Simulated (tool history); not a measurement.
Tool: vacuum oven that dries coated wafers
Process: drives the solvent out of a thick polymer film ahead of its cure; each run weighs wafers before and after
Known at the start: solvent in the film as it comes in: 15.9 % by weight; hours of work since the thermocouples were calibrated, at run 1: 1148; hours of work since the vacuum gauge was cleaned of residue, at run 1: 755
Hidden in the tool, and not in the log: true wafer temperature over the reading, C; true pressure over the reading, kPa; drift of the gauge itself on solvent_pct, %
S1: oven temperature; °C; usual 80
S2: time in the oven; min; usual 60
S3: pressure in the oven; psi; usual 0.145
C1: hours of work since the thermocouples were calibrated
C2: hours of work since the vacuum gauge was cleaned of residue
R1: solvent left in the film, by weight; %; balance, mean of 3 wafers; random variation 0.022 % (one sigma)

| run | hour | S1 | S2 | S3 | C1 | C2 | R1 |
|---|---|---|---|---|---|---|---|
| 1 | 0 | 80 | 60 | 0.145 | 1148 | 755 | 3.28 |
| 2 | 41.8 | 80 | 60 | 0.145 | 1175 | 783 | 3.3 |
| 3 | 87 | 80 | 60 | 0.102 | 1205 | 813 | 3.17 |
| 4 | 118 | 80 | 60 | 0.145 | 1226 | 834 | 3.28 |
| 5 | 158 | 80 | 60 | 0.408 | 1253 | 860 | 3.97 |
| 6 | 196.8 | 80 | 60 | 0.408 | 1278 | 886 | 3.94 |
| 7 | 230.6 | 80 | 60 | 0.511 | 1301 | 908 | 4.26 |
| 8 | 278.3 | 80 | 60 | 0.511 | 1333 | 940 | 4.19 |
| 9 | 318.2 | 80 | 60 | 0.511 | 1359 | 967 | 4.22 |
| 10 | 366.8 | 80 | 60 | 0.511 | 1391 | 999 | 4.16 |
| 11 | 401.5 | 80 | 60 | 0.511 | 1414 | 1022 | 4.17 |
| 12 | 425.3 | 91 | 60 | 0.145 | 1430 | 1038 | 0.92 |
| 13 | 446.7 | 91 | 60 | 0.145 | 1445 | 1052 | 0.94 |
|  | 451.8 | oven's thermocouples calibrated |
| 14 | 469.4 | 91 | 104 | 0.145 | 12 | 1066 | 0.59 |
| 15 | 489.8 | 91 | 104 | 0.145 | 25 | 1079 | 0.58 |
| 16 | 519 | 91 | 104 | 0.145 | 45 | 1099 | 0.56 |
| 17 | 552 | 75 | 43 | 0.145 | 67 | 1121 | 7.03 |
| 18 | 581.3 | 90 | 70 | 0.145 | 86 | 1140 | 1.1 |
| 19 | 608.7 | 80 | 48 | 0.236 | 104 | 1158 | 5.1 |
| 20 | 655.7 | 78 | 60 | 0.145 | 136 | 1190 | 4.59 |
| 21 | 686.5 | 78 | 33 | 0.074 | 156 | 1210 | 7.05 |
| 22 | 733.5 | 78 | 33 | 0.074 | 187 | 1241 | 7.01 |
| 23 | 761.7 | 82 | 30 | 0.08 | 206 | 1260 | 6.17 |
| 24 | 804.1 | 82 | 30 | 0.08 | 234 | 1288 | 6.2 |
| 25 | 847.8 | 82 | 30 | 0.08 | 263 | 1317 | 6.15 |
| 26 | 881.2 | 82 | 30 | 0.08 | 286 | 1340 | 6.13 |
| 27 | 923.9 | 82 | 30 | 0.08 | 314 | 1368 | 6.14 |
| 28 | 955.5 | 82 | 30 | 0.08 | 335 | 1389 | 6.15 |
| 29 | 984.2 | 93 | 94 | 0.083 | 354 | 1408 | 0.44 |
| 30 | 1010.1 | 74 | 53 | 0.103 | 371 | 1425 | 6.25 |
| 31 | 1040 | 68 | 32 | 0.205 | 391 | 1445 | 10.11 |

Forecast each of these 4 alternatives for the next run:
| A | 1088.6 | 80 | 60 | 0.249 | 423 | 1478 | ? |
| B | 1088.6 | 68 | 49 | 0.41 | 423 | 1478 | ? |
| C | 1088.6 | 74 | 44 | 0.429 | 423 | 1478 | ? |
| D | 1088.6 | 78 | 60 | 0.293 | 423 | 1478 | ? |

| run | R1 |
|---|---|
| A | 4.07 |
| B | 9.4 |
| C | 7.82 |
| D | 4.86 |
Without the tool's hidden state the same runs would have given:
| run | R1 |
|---|---|
| A | 3.93 |
| B | 9.24 |
| C | 7.7 |
| D | 4.72 |

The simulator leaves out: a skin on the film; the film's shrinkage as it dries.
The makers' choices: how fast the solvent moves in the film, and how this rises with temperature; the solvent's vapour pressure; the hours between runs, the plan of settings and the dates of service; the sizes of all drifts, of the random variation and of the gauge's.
